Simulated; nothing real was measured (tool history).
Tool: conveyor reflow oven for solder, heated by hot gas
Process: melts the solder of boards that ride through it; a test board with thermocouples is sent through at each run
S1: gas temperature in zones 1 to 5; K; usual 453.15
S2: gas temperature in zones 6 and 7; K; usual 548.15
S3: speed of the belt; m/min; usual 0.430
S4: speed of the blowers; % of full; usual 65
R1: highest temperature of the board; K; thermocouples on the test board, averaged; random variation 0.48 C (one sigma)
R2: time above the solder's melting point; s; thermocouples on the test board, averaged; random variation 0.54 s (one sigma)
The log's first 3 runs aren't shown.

{"run": 4, "hour": 49.2, "S1": 466.15, "S2": 548.15, "S3": 0.43, "S4": 65, "R1": 538.15, "R2": 80.2}
{"run": 5, "hour": 73.5, "S1": 466.15, "S2": 548.15, "S3": 0.43, "S4": 65, "R1": 538.15, "R2": 79.5}
{"run": 6, "hour": 90.9, "S1": 453.15, "S2": 548.15, "S3": 0.43, "S4": 69, "R1": 538.15, "R2": 73.0}
{"run": 7, "hour": 114.6, "S1": 453.15, "S2": 548.15, "S3": 0.43, "S4": 65, "R1": 536.15, "R2": 73.6}
{"run": 8, "hour": 141.3, "S1": 453.15, "S2": 548.15, "S3": 0.43, "S4": 65, "R1": 536.65, "R2": 73.2}
{"run": 9, "hour": 166.9, "S1": 453.15, "S2": 548.15, "S3": 0.43, "S4": 65, "R1": 536.15, "R2": 73.6}
{"run": 10, "hour": 183.2, "S1": 453.15, "S2": 548.15, "S3": 0.43, "S4": 65, "R1": 537.25, "R2": 73.3}
{"run": 11, "hour": 212.0, "S1": 453.15, "S2": 548.15, "S3": 0.43, "S4": 65, "R1": 536.55, "R2": 74.4}
{"run": 12, "hour": 225.4, "S1": 453.15, "S2": 548.15, "S3": 0.461, "S4": 65, "R1": 534.35, "R2": 66.3}
{"run": 13, "hour": 244.4, "S1": 453.15, "S2": 548.15, "S3": 0.461, "S4": 65, "R1": 533.75, "R2": 66.3}
{"run": 14, "hour": 272.8, "S1": 453.15, "S2": 561.15, "S3": 0.461, "S4": 65, "R1": 545.35, "R2": 72.5}
{"run": 15, "hour": 301.2, "S1": 453.15, "S2": 561.15, "S3": 0.461, "S4": 65, "R1": 545.85, "R2": 73.5}
{"hour": 308.8, "done": "flux residue cleaned out of gas plates and filters"}
{"run": 16, "hour": 329.1, "S1": 450.15, "S2": 543.15, "S3": 0.379, "S4": 65, "R1": 535.35, "R2": 82.3}
{"run": 17, "hour": 346.4, "S1": 453.15, "S2": 544.15, "S3": 0.43, "S4": 78, "R1": 535.25, "R2": 72.6}
{"hour": 367.6, "done": "flux residue cleaned out of gas plates and filters, once more"}
{"run": 18, "hour": 369.5, "S1": 454.15, "S2": 548.15, "S3": 0.43, "S4": 72, "R1": 538.35, "R2": 76.4}
{"run": 19, "hour": 386.3, "S1": 451.15, "S2": 559.15, "S3": 0.364, "S4": 59, "R1": 550.25, "R2": 94.0}
{"run": 20, "hour": 410.7, "S1": 451.15, "S2": 559.15, "S3": 0.364, "S4": 59, "R1": 551.15, "R2": 94.5}
{"run": 21, "hour": 429.9, "S1": 460.15, "S2": 560.15, "S3": 0.379, "S4": 59, "R1": 552.15, "R2": 95.5}
{"run": 22, "hour": 445.6, "S1": 460.15, "S2": 543.15, "S3": 0.438, "S4": 56, "R1": 531.95, "R2": 72.3}
{"run": 23, "hour": 473.7, "S1": 453.15, "S2": 558.15, "S3": 0.43, "S4": 89, "R1": 550.65, "R2": 80.2}
{"run": 24, "hour": 486.0, "S1": 463.15, "S2": 548.15, "S3": 0.43, "S4": 74, "R1": 540.25, "R2": 80.1}
{"run": 25, "hour": 503.7, "S1": 446.15, "S2": 560.15, "S3": 0.43, "S4": 65, "R1": 547.45, "R2": 78.3}

The next listed run, before its measurement:
{"run": 26, "hour": 531.8, "S1": 454.15, "S2": 548.15, "S3": 0.43, "S4": 78, "R1": "?", "R2": "?"}

Run 26 gave R1 540.05 K, R2 75.9 s.
Without the tool's hidden state the same run would have given R1 537.15 K, R2 73.6 s.
